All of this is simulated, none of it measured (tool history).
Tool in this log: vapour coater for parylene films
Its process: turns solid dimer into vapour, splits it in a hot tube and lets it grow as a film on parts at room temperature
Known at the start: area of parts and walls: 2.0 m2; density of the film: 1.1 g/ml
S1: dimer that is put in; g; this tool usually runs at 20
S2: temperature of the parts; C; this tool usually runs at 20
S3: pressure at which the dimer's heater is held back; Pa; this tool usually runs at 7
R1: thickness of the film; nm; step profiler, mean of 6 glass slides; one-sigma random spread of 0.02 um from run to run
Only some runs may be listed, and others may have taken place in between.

{"run": 1, "day": 0.0, "S1": 20, "S2": 20, "S3": 7, "R1": 4070}
{"run": 2, "day": 0.362, "S1": 20, "S2": 12, "S3": 7, "R1": 5600}
{"run": 3, "day": 0.971, "S1": 20, "S2": 12, "S3": 7, "R1": 5640}
{"run": 4, "day": 1.554, "S1": 20, "S2": 20, "S3": 7, "R1": 4030}
{"run": 5, "day": 1.867, "S1": 20, "S2": 20, "S3": 7, "R1": 4040}
{"run": 6, "day": 2.221, "S1": 20, "S2": 20, "S3": 7, "R1": 4000}
{"run": 7, "day": 2.542, "S1": 21, "S2": 16, "S3": 4.29, "R1": 5340}
{"run": 8, "day": 2.967, "S1": 10, "S2": 15, "S3": 8.39, "R1": 2400}
{"run": 9, "day": 3.367, "S1": 10, "S2": 14, "S3": 2.18, "R1": 3030}
{"run": 10, "day": 3.958, "S1": 20, "S2": 20, "S3": 7, "R1": 4020}
{"run": 11, "day": 4.508, "S1": 33, "S2": 16, "S3": 7, "R1": 7740}

Each row is a separate what-if for the run after 11, all from the same tool condition, not one after another. Results?
{"run": "A", "day": 5.108, "S1": 18, "S2": 16, "S3": 2.46, "R1": "?"}
{"run": "B", "day": 5.108, "S1": 11, "S2": 16, "S3": 2.45, "R1": "?"}
{"run": "C", "day": 5.108, "S1": 11, "S2": 16, "S3": 8.87, "R1": "?"}
{"run": "D", "day": 5.108, "S1": 23, "S2": 23, "S3": 7.42, "R1": "?"}
{"run": "E", "day": 5.108, "S1": 12, "S2": 27, "S3": 2.56, "R1": "?"}

run=A R1=4940
run=B R1=3020
run=C R1=2490
run=D R1=4010
run=E R1=2120
Take away the tool's hidden state, keep each run's random variation, and the runs would have read:
run=A R1=5100
run=B R1=3120
run=C R1=2570
run=D R1=4140
run=E R1=2190
